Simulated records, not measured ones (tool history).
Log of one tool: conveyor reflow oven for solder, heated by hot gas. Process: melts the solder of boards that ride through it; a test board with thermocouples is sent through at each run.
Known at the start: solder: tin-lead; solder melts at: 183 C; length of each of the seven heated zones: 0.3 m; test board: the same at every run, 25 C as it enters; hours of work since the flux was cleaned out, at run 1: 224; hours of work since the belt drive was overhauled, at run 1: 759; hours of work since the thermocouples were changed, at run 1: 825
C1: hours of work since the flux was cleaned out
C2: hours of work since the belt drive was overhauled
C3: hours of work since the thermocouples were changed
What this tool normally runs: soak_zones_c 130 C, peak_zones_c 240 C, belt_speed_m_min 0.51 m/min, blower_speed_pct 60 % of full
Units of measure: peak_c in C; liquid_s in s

Run 1, hour 0: usual settings; C1 224; C2 759; C3 825. Result: peak_c 216.96 C, liquid_s 49.6 s.
Run 2, hour 69.9: usual settings but soak_zones_c 116 C; C1 255; C2 791; C3 857. Result: peak_c 213.81 C, liquid_s 43.37 s.
Run 3, hour 153.8: usual settings but soak_zones_c 116 C; C1 294; C2 829; C3 895. Result: peak_c 213.43 C, liquid_s 43.27 s.
Run 4, hour 212.3: usual settings but blower_speed_pct 52 % of full; C1 320; C2 855; C3 921. Result: peak_c 213.59 C, liquid_s 46.59 s.
Run 5, hour 299: usual settings but blower_speed_pct 63 % of full; C1 360; C2 895; C3 961. Result: peak_c 217.53 C, liquid_s 50.38 s.
At hour 360.5: flux residue cleaned out of gas plates and filters.
Run 6, hour 360.5: usual settings; C1 0; C2 921; C3 987. Result: peak_c 218.8 C, liquid_s 51.39 s.
Run 7, hour 419.6: usual settings; C1 27; C2 947; C3 1013. Result: peak_c 218.77 C, liquid_s 51.45 s.
At hour 430.1: thermocouples of zones 6 and 7 changed.
Run 8, hour 482.7: usual settings but peak_zones_c 246 C; C1 55; C2 975; C3 24. Result: peak_c 222.32 C, liquid_s 53.92 s.
Run 9, hour 525.8: usual settings but peak_zones_c 246 C; C1 74; C2 995; C3 44. Result: peak_c 222 C, liquid_s 53.76 s.
Run 10, hour 613.9: usual settings but peak_zones_c 246 C; C1 114; C2 1035; C3 84. Result: peak_c 221.92 C, liquid_s 53.84 s.
Run 11, hour 691.4: usual settings but peak_zones_c 246 C; C1 150; C2 1070; C3 119. Result: peak_c 222 C, liquid_s 53.79 s.
At hour 723.7: belt drive overhauled, speed set with a stopwatch.
Run 12, hour 764: usual settings but peak_zones_c 234 C, blower_speed_pct 74 % of full; C1 181; C2 18; C3 150. Result: peak_c 215.28 C, liquid_s 48.37 s.
Run 13, hour 810: usual settings but soak_zones_c 116 C, peak_zones_c 242 C, blower_speed_pct 74 % of full; C1 202; C2 39; C3 171. Result: peak_c 219.21 C, liquid_s 47.7 s.
Run 14, hour 877.2: usual settings but soak_zones_c 126 C, peak_zones_c 244 C, belt_speed_m_min 0.478 m/min; C1 232; C2 70; C3 202. Result: peak_c 220.92 C, liquid_s 54.58 s.
Run 15, hour 946.4: usual settings but peak_zones_c 243 C; C1 264; C2 101; C3 233. Result: peak_c 218.21 C, liquid_s 49.97 s.
Run 16, hour 1028.5: usual settings but peak_zones_c 243 C; C1 301; C2 139; C3 271. Result: peak_c 218.11 C, liquid_s 49.85 s.
Run 17, hour 1099.1: usual settings but soak_zones_c 126 C, peak_zones_c 242 C, belt_speed_m_min 0.474 m/min; C1 333; C2 171; C3 303. Result: peak_c 219.31 C, liquid_s 54.03 s.
Run 18, hour 1150.3: usual settings but soak_zones_c 126 C, peak_zones_c 242 C, belt_speed_m_min 0.474 m/min; C1 357; C2 194; C3 326. Result: peak_c 219.34 C, liquid_s 53.76 s.
Run 19, hour 1191.2: usual settings but soak_zones_c 126 C, peak_zones_c 242 C, belt_speed_m_min 0.474 m/min; C1 375; C2 213; C3 345. Result: peak_c 219.23 C, liquid_s 53.61 s.
At hour 1220.2: flux residue cleaned out of gas plates and filters.
Run 20, hour 1242.2: usual settings but soak_zones_c 126 C, peak_zones_c 242 C, belt_speed_m_min 0.474 m/min; C1 10; C2 234; C3 366. Result: peak_c 221.25 C, liquid_s 55.42 s.
Run 21, hour 1325.8: usual settings but soak_zones_c 126 C, peak_zones_c 242 C, belt_speed_m_min 0.474 m/min; C1 48; C2 272; C3 404. Result: peak_c 221.04 C, liquid_s 55.46 s.
Run 22, hour 1402.8: usual settings but soak_zones_c 136 C, peak_zones_c 242 C, belt_speed_m_min 0.474 m/min; C1 83; C2 307; C3 439. Result: peak_c 222.82 C, liquid_s 59.88 s.

Predict each of these 3 candidate next runs independently; none follows another, all start after run 22:
Run A, hour 1471.5: usual settings but soak_zones_c 118 C, peak_zones_c 229 C, belt_speed_m_min 0.545 m/min; C1 114; C2 338; C3 470. Result: peak_c ?, liquid_s ?.
Run B, hour 1471.5: usual settings but soak_zones_c 136 C, peak_zones_c 241 C, belt_speed_m_min 0.474 m/min; C1 114; C2 338; C3 470. Result: peak_c ?, liquid_s ?.
Run C, hour 1471.5: usual settings but peak_zones_c 246 C; C1 114; C2 338; C3 470. Result: peak_c ?, liquid_s ?.

run  peak_c  liquid_s
  A  202.73     30.41
  B  221.97     59.17
  C  221.97     52.84
Take away the tool's hidden state, keep each run's random variation, and the runs would have read:
run  peak_c  liquid_s
  A  202.59     30.26
  B  221.67     58.79
  C  221.78     52.55
